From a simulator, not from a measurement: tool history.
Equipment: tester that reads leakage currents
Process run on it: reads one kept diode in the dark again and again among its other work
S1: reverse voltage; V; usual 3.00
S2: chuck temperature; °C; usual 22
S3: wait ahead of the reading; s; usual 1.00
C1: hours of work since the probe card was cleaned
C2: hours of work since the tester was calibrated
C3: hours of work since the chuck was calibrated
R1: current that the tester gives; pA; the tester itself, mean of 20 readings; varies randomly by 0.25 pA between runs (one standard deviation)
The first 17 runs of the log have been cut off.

At day 81.983: probe card cleaned and baked.
Run 18, day 81.983: usual settings but S1 5.69 V, S2 32 °C, S3 0.94 s; C1 0; C2 3559; C3 328. Result: R1 223.61 pA.
Run 19, day 88.742: usual settings but S1 5.69 V, S2 26 °C, S3 0.94 s; C1 105; C2 3664; C3 432. Result: R1 143.05 pA.
Run 20, day 92.017: usual settings but S1 5.69 V, S2 26 °C, S3 0.94 s; C1 155; C2 3715; C3 483. Result: R1 142.91 pA.
Run 21, day 96.433: usual settings but S1 6.15 V, S2 33 °C, S3 7.88 s; C1 224; C2 3783; C3 552. Result: R1 247.99 pA.
Run 22, day 100.450: usual settings but S1 6.15 V, S2 33 °C, S3 7.88 s; C1 286; C2 3846; C3 614. Result: R1 248.21 pA.
Run 23, day 107.467: usual settings but S1 2.70 V, S3 3.74 s; C1 395; C2 3954; C3 723. Result: R1 76.31 pA.
Run 24, day 112.933: usual settings but S1 2.70 V, S3 3.74 s; C1 480; C2 4039; C3 807. Result: R1 76.69 pA.
Run 25, day 119.667: usual settings but S1 11.83 V, S3 1.62 s; C1 584; C2 4143; C3 912. Result: R1 141.44 pA.
At day 121.912: chuck's temperature calibrated.
Run 26, day 122.675: usual settings but S2 39 °C, S3 0.35 s; C1 629; C2 4189; C3 12. Result: R1 283.02 pA.
Run 27, day 128.488: usual settings but S1 1.22 V, S2 50 °C, S3 0.87 s; C1 719; C2 4279; C3 102. Result: R1 415.33 pA.
Run 28, day 135.346: usual settings but S2 59 °C, S3 5.90 s; C1 826; C2 4385; C3 208. Result: R1 1070.55 pA.
Run 29, day 139.250: usual settings but S2 59 °C, S3 5.90 s; C1 886; C2 4446; C3 269. Result: R1 1069.09 pA.
Run 30, day 144.833: usual settings but S2 59 °C, S3 5.90 s; C1 973; C2 4532; C3 355. Result: R1 1068.34 pA.
Run 31, day 151.438: usual settings but S1 11.40 V, S2 59 °C, S3 2.30 s; C1 1075; C2 4635; C3 458. Result: R1 1853.26 pA.
Run 32, day 157.092: usual settings but S1 1.08 V, S2 58 °C, S3 0.61 s; C1 1163; C2 4722; C3 545. Result: R1 658.67 pA.
Run 33, day 162.792: usual settings but S1 8.66 V; C1 1251; C2 4811; C3 634. Result: R1 124.40 pA.
Run 34, day 168.617: usual settings but S2 52 °C; C1 1341; C2 4901; C3 724. Result: R1 681.28 pA.
Run 35, day 171.571: usual settings but S1 1.25 V, S2 33 °C, S3 7.56 s; C1 1387; C2 4947; C3 770. Result: R1 127.67 pA.

Predict each of these 4 candidate next runs independently; none follows another, all start after run 35:
Run A, day 176.792: usual settings but S1 11.05 V, S2 34 °C, S3 0.62 s; C1 1468; C2 5027; C3 850. Result: R1 ?.
Run B, day 176.792: usual settings but S1 1.56 V, S2 33 °C, S3 8.03 s; C1 1468; C2 5027; C3 850. Result: R1 ?.
Run C, day 176.792: usual settings but S1 5.97 V, S2 33 °C, S3 4.03 s; C1 1468; C2 5027; C3 850. Result: R1 ?.
Run D, day 176.792: usual settings but S1 1.61 V, S2 32 °C, S3 3.63 s; C1 1468; C2 5027; C3 850. Result: R1 ?.

run      R1
  A  341.53
  B  141.03
  C  244.54
  D  132.66
Had the tool no hidden state, the same runs would have come out as:
run      R1
  A  341.28
  B  140.95
  C  244.37
  D  132.59

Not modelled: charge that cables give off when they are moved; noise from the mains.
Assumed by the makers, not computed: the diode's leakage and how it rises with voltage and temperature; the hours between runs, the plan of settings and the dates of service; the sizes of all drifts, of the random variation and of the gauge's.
